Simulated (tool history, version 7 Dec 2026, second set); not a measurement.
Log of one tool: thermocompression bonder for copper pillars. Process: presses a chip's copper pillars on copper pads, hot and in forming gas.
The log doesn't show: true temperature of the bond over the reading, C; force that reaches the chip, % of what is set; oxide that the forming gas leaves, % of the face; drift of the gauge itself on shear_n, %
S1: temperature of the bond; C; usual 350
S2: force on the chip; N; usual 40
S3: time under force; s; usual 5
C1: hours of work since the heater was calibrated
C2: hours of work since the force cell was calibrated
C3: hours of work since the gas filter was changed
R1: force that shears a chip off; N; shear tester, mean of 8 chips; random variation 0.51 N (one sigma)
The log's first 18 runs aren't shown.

run,hour,S1,S2,S3,C1,C2,C3,R1
19,480.3,350,40,5,52,646,20,43.7
20,502.1,350,40,5,63,657,32,43.8
21,526.2,350,40,5,76,670,45,43.4
22,552.5,350,40,5,90,684,58,42.5
23,585.1,378,40,5,107,701,75,56.3
24,610.5,346,40,5,120,714,89,41.8
25,632,326,28,5,132,725,100,24.8
26,657.4,326,28,5,145,739,113,24.2
27,697.4,326,28,5,166,760,135,24.4
28,726.9,367,30,14,181,775,150,59.2
29,747.1,329,31,8,192,786,161,34.3
30,771.5,350,25,5,205,799,173,29.6
31,798.6,356,25,10,219,813,188,41.2
32,817.2,325,35,3,229,823,197,24
# hour 823.1: forming gas filter changed
33,856.3,340,48,4,249,843,17,42.1
34,878.9,345,51,5,261,855,29,51.2
35,904.4,345,51,5,274,868,43,51
36,941.9,345,51,5,294,888,62,51.7
37,970.6,345,51,5,309,903,78,50.4
38,1007.3,345,51,5,329,922,97,51.5
39,1041.1,358,32,5,346,940,115,40.7
40,1059.7,376,35,4,356,950,124,46.5
41,1075.9,357,59,10,365,958,133,77.8

3 ways to go on from here, each from the tool as it stands after run 41. What would each give?
A,1106.6,361,59,10,381,975,149,?
B,1106.6,359,59,10,381,975,149,?
C,1106.6,329,40,3,381,975,149,?

run,R1
A,80.1
B,77.5
C,28.2
Without the tool's hidden state the same runs would have given:
run,R1
A,80
B,77.3
C,27.6
